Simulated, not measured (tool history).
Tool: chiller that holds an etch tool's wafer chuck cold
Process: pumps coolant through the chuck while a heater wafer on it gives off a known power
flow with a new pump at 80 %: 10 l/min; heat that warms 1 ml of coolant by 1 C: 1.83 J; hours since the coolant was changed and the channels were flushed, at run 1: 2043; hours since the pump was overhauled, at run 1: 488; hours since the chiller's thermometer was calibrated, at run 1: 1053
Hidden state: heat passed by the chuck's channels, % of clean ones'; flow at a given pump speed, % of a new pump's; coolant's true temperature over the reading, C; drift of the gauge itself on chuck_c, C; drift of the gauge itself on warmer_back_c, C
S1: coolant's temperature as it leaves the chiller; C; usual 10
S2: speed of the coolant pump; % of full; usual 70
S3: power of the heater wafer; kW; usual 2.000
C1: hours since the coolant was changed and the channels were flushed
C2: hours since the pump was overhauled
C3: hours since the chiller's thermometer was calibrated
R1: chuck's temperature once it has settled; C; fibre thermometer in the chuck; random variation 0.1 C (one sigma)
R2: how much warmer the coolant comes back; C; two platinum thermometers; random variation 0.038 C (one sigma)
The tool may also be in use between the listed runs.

run	day	S1	S2	S3	C1	C2	C3	R1	R2
1	0.000	10	70	2.000	2043	488	1053	30.0	7.55
2	1.004	10	70	2.000	2067	512	1077	30.1	7.55
3	2.383	10	70	2.000	2100	545	1110	30.0	7.55
4	3.438	10	70	2.000	2125	570	1135	30.0	7.53
5	4.492	10	70	2.000	2150	596	1161	29.9	7.42
6	5.579	10	70	2.000	2177	622	1187	30.1	7.48
7	7.038	10	70	2.000	2212	657	1222	30.2	7.44
8	8.862	10	70	2.022	2255	701	1266	30.4	7.51
9	9.721	10	70	2.022	2276	721	1286	30.5	7.54
10	10.512	10	70	2.022	2295	740	1305	30.3	7.53
11	12.158	10	77	1.361	2334	780	1345	22.9	4.46
12	13.588	10	77	1.096	2369	814	1379	20.4	3.54
13	14.958	10	77	1.096	2402	847	1412	20.3	3.53
14	16.504	5	92	1.292	2439	884	1449	15.8	3.41
15	17.333	5	92	1.292	2459	904	1469	15.8	3.51
16	19.112	5	75	1.013	2501	946	1512	14.7	3.35
17	20.100	18	75	1.013	2525	970	1535	27.8	3.32
18	21.708	10	70	1.173	2564	1009	1574	21.8	4.17

The next listed run, before its measurement:
19	23.142	10	70	1.463	2598	1043	1608	?	?

Run 19 gave R1 24.7 C, R2 5.21 C.
Without the tool's hidden state the same run would have given R1 24.7 C, R2 5.50 C.
